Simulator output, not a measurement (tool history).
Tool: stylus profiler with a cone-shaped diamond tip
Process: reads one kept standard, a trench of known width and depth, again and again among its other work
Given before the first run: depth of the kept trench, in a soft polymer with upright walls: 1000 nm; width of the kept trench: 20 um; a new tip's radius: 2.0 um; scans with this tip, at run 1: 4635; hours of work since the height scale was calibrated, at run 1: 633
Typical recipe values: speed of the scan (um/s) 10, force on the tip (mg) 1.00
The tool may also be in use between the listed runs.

| run | hour | speed of the scan (um/s) | force on the tip (mg) | scans with this tip | hours of work since the height scale was calibrated | depth of the trench (angstrom) | width of the trench's floor (um) |
|---|---|---|---|---|---|---|---|
| 1 | 0.0 | 10 | 1.00 | 4635 | 633 | 10089.5 | 16.31 |
| 2 | 88.7 | 10 | 1.00 | 4940 | 675 | 10084.4 | 16.32 |
| 3 | 170.3 | 16 | 1.00 | 5221 | 713 | 10087.9 | 16.19 |
| 4 | 280.9 | 10 | 1.00 | 5602 | 765 | 10091.7 | 16.19 |
| 5 | 364.6 | 10 | 1.00 | 5891 | 804 | 10087.5 | 16.26 |
| 6 | 415.8 | 10 | 1.00 | 6067 | 829 | 10091.9 | 16.22 |
| 7 | 462.1 | 17 | 1.00 | 6226 | 850 | 10086.9 | 16.18 |
| 8 | 571.1 | 17 | 1.00 | 6602 | 902 | 10092.8 | 16.16 |
| 9 | 675.1 | 3 | 1.00 | 6960 | 951 | 10096.1 | 16.19 |
| 10 | 750.5 | 3 | 1.00 | 7220 | 986 | 10100.1 | 16.15 |
| 11 | 825.2 | 10 | 1.00 | 7477 | 1021 | 10095.5 | 16.12 |
| 12 | 884.1 | 10 | 1.00 | 7680 | 1049 | 10099.9 | 16.14 |
| 13 | 995.8 | 10 | 1.00 | 8065 | 1101 | 10096.1 | 16.06 |
| 14 | 1047.5 | 10 | 0.85 | 8243 | 1126 | 10092.3 | 16.10 |
| 15 | 1121.6 | 10 | 0.85 | 8498 | 1161 | 10094.4 | 16.10 |
| 16 | 1190.2 | 10 | 0.85 | 8734 | 1193 | 10090.9 | 16.08 |
| 17 | 1277.7 | 10 | 0.85 | 9036 | 1234 | 10095.7 | 16.10 |
| 18 | 1367.2 | 10 | 0.85 | 9344 | 1276 | 10097.6 | 16.07 |
|  | 1373.3 | height scale calibrated on a step standard |
| 19 | 1435.8 | 10 | 0.85 | 9578 | 29 | 10113.4 | 16.02 |
| 20 | 1497.3 | 10 | 1.00 | 9790 | 58 | 10123.8 | 16.04 |
| 21 | 1572.1 | 10 | 1.00 | 10048 | 94 | 10124.7 | 15.97 |
|  | 1583.2 | height scale calibrated on a step standard, once more |
| 22 | 1654.1 | 10 | 1.00 | 10329 | 33 | 10072.6 | 16.01 |
| 23 | 1755.7 | 10 | 1.00 | 10679 | 81 | 10072.5 | 15.96 |
| 24 | 1860.1 | 5 | 1.91 | 11038 | 130 | 10116.5 | 15.98 |
| 25 | 1907.8 | 5 | 0.58 | 11202 | 153 | 10052.7 | 15.93 |
| 26 | 1964.5 | 10 | 1.62 | 11398 | 179 | 10106.3 | 15.94 |
| 27 | 2053.3 | 20 | 2.81 | 11704 | 221 | 10149.0 | 15.89 |
| 28 | 2166.0 | 7 | 2.81 | 12092 | 274 | 10155.7 | 15.93 |
| 29 | 2252.2 | 35 | 1.39 | 12389 | 315 | 10096.4 | 15.77 |
| 30 | 2319.3 | 10 | 0.56 | 12620 | 346 | 10052.5 | 15.88 |
| 31 | 2396.3 | 4 | 1.03 | 12885 | 383 | 10083.1 | 15.88 |
| 32 | 2492.4 | 28 | 0.69 | 13216 | 428 | 10062.7 | 15.77 |
| 33 | 2561.8 | 28 | 0.69 | 13455 | 460 | 10063.2 | 15.71 |
| 34 | 2654.5 | 14 | 0.69 | 13774 | 504 | 10066.4 | 15.78 |
| 35 | 2747.5 | 2 | 0.84 | 14095 | 548 | 10074.5 | 15.83 |
| 36 | 2803.6 | 8 | 1.01 | 14288 | 574 | 10085.7 | 15.79 |
| 37 | 2857.8 | 5 | 0.77 | 14475 | 600 | 10074.6 | 15.76 |
| 38 | 2948.3 | 5 | 0.77 | 14787 | 642 | 10072.7 | 15.77 |
| 39 | 3027.4 | 3 | 1.12 | 15059 | 679 | 10094.9 | 15.78 |
| 40 | 3112.3 | 3 | 1.12 | 15351 | 719 | 10088.8 | 15.74 |
| 41 | 3206.7 | 3 | 1.12 | 15677 | 764 | 10096.9 | 15.72 |
| 42 | 3295.3 | 3 | 1.12 | 15982 | 805 | 10094.3 | 15.80 |
| 43 | 3389.2 | 3 | 1.12 | 16305 | 850 | 10096.0 | 15.74 |
| 44 | 3442.3 | 26 | 0.46 | 16488 | 875 | 10061.1 | 15.56 |
| 45 | 3492.0 | 31 | 1.28 | 16659 | 898 | 10107.3 | 15.62 |
| 46 | 3606.5 | 10 | 0.41 | 17054 | 952 | 10054.4 | 15.70 |

Below, some changes in depth of the trench (angstrom) between adjacent runs. For each, the amount present without the hidden state too (settings, incoming material, random variation) and the amount remaining for the hidden state with gauge scatter not shared by both compared results:
The tool's hidden condition here consists of: radius of the tip, um; height scale over the true one, %; drift of the gauge itself on depth_nm, %; drift of the gauge itself on floor_um, %.
Run 18 -> 19: height scale calibrated on a step standard. depth of the trench (angstrom) +15.8: hidden state +19.3, all else -3.5.
Run 21 -> 22: height scale calibrated on a step standard, once more. depth of the trench (angstrom) -52.1: hidden state -52.5, all else +0.4.
Run 24 -> 25: force on the tip (mg) 1.91 -> 0.58. depth of the trench (angstrom) -63.8: hidden state +0.5, all else -64.3.
Run 25 -> 26: speed of the scan (um/s) 5 -> 10, force on the tip (mg) 0.58 -> 1.62. depth of the trench (angstrom) +53.6: hidden state +0.6, all else +53.0.
Run 28 -> 29: speed of the scan (um/s) 7 -> 35, force on the tip (mg) 2.81 -> 1.39. depth of the trench (angstrom) -59.3: hidden state +1.1, all else -60.4.
Run 45 -> 46: speed of the scan (um/s) 31 -> 10, force on the tip (mg) 1.28 -> 0.41. depth of the trench (angstrom) -52.9: hidden state +1.3, all else -54.2.

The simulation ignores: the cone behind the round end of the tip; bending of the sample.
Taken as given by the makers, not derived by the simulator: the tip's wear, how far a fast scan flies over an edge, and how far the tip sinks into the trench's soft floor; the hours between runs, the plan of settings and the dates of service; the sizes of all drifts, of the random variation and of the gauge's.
